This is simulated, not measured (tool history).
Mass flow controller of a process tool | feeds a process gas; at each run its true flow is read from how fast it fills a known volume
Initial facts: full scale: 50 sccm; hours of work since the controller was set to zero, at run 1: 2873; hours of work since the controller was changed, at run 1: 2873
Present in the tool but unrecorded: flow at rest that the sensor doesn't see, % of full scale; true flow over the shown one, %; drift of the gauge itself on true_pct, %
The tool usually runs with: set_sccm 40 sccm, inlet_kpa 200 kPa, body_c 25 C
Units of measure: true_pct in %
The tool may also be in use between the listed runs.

| run | hour | set_sccm | inlet_kpa | body_c | hours of work since the controller was set to zero | hours of work since the controller was changed | true_pct |
|---|---|---|---|---|---|---|---|
| 1 | 0.0 | 40 | 200 | 25 | 2873 | 2873 | 101.22 |
| 2 | 51.7 | 40 | 200 | 25 | 2901 | 2901 | 101.39 |
| 3 | 146.8 | 40 | 167 | 25 | 2951 | 2951 | 101.32 |
| 4 | 225.2 | 40 | 167 | 25 | 2992 | 2992 | 101.41 |
| 5 | 295.0 | 40 | 167 | 25 | 3029 | 3029 | 101.50 |
| 6 | 348.8 | 40 | 167 | 25 | 3058 | 3058 | 101.49 |
| 7 | 396.9 | 40 | 200 | 25 | 3083 | 3083 | 101.53 |
| 8 | 447.5 | 40 | 200 | 38 | 3110 | 3110 | 102.22 |
| 9 | 532.0 | 40 | 248 | 25 | 3154 | 3154 | 101.29 |
| 10 | 618.7 | 40 | 248 | 25 | 3200 | 3200 | 101.34 |
| 11 | 660.8 | 9 | 171 | 23 | 3222 | 3222 | 100.73 |
| 12 | 720.4 | 44 | 151 | 29 | 3254 | 3254 | 101.99 |
| 13 | 803.7 | 44 | 276 | 22 | 3298 | 3298 | 101.39 |
| 14 | 875.5 | 44 | 276 | 22 | 3336 | 3336 | 101.46 |

5 ways to go on from here, each from the tool as it stands after run 14. What would each give?
| A | 969.3 | 44 | 276 | 27 | 3385 | 3385 | ? |
| B | 969.3 | 22 | 276 | 22 | 3385 | 3385 | ? |
| C | 969.3 | 37 | 158 | 25 | 3385 | 3385 | ? |
| D | 969.3 | 40 | 149 | 25 | 3385 | 3385 | ? |
| E | 969.3 | 8 | 200 | 25 | 3385 | 3385 | ? |

| run | true_pct |
|---|---|
| A | 101.88 |
| B | 100.50 |
| C | 101.47 |
| D | 101.76 |
| E | 100.96 |
Without the tool's unlogged condition, the same runs would have read:
| run | true_pct |
|---|---|
| A | 99.75 |
| B | 98.07 |
| C | 99.29 |
| D | 99.60 |
| E | 97.44 |
